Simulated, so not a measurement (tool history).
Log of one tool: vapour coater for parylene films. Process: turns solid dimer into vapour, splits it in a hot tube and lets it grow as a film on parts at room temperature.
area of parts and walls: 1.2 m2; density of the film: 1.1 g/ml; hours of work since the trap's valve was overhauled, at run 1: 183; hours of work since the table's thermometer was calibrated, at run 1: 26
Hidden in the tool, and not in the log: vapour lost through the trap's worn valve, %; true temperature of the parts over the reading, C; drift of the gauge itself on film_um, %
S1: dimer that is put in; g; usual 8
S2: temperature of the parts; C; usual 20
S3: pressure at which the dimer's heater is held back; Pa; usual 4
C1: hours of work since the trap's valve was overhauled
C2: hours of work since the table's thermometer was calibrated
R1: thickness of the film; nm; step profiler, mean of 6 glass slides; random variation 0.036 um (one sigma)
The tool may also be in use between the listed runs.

run 1 day=0 | S1=8 S2=20 S3=4 | C1=183 C2=26 | R1=3720
run 2 day=0.417 | S1=6 S2=20 S3=4 | C1=189 C2=32 | R1=2770
run 3 day=1.083 | S1=11 S2=20 S3=4 | C1=198 C2=41 | R1=5140
run 4 day=1.546 | S1=8 S2=20 S3=9.66 | C1=204 C2=47 | R1=3160
run 5 day=2.017 | S1=3 S2=20 S3=4 | C1=210 C2=53 | R1=1360
run 6 day=2.408 | S1=8 S2=20 S3=4 | C1=216 C2=58 | R1=3640
run 7 day=2.921 | S1=13 S2=16 S3=4 | C1=223 C2=65 | R1=7100
run 8 day=3.229 | S1=9 S2=20 S3=6.68 | C1=227 C2=69 | R1=3750
run 9 day=3.683 | S1=12 S2=20 S3=4 | C1=233 C2=75 | R1=5480
run 10 day=4.233 | S1=12 S2=20 S3=4 | C1=240 C2=83 | R1=5510
run 11 day=4.729 | S1=12 S2=20 S3=4 | C1=247 C2=89 | R1=5480
run 12 day=5.204 | S1=12 S2=20 S3=4 | C1=253 C2=96 | R1=5470

Hidden state or all else? Some run-to-run changes of R1, split into what the settings, what came in and random variation would give without the hidden state, and what is left for the hidden state (with any gauge scatter that isn't in both results):
Run 6 -> 7: S1 8 -> 13, S2 20 -> 16. R1 +3460 nm: hidden state -130, all else +3590.
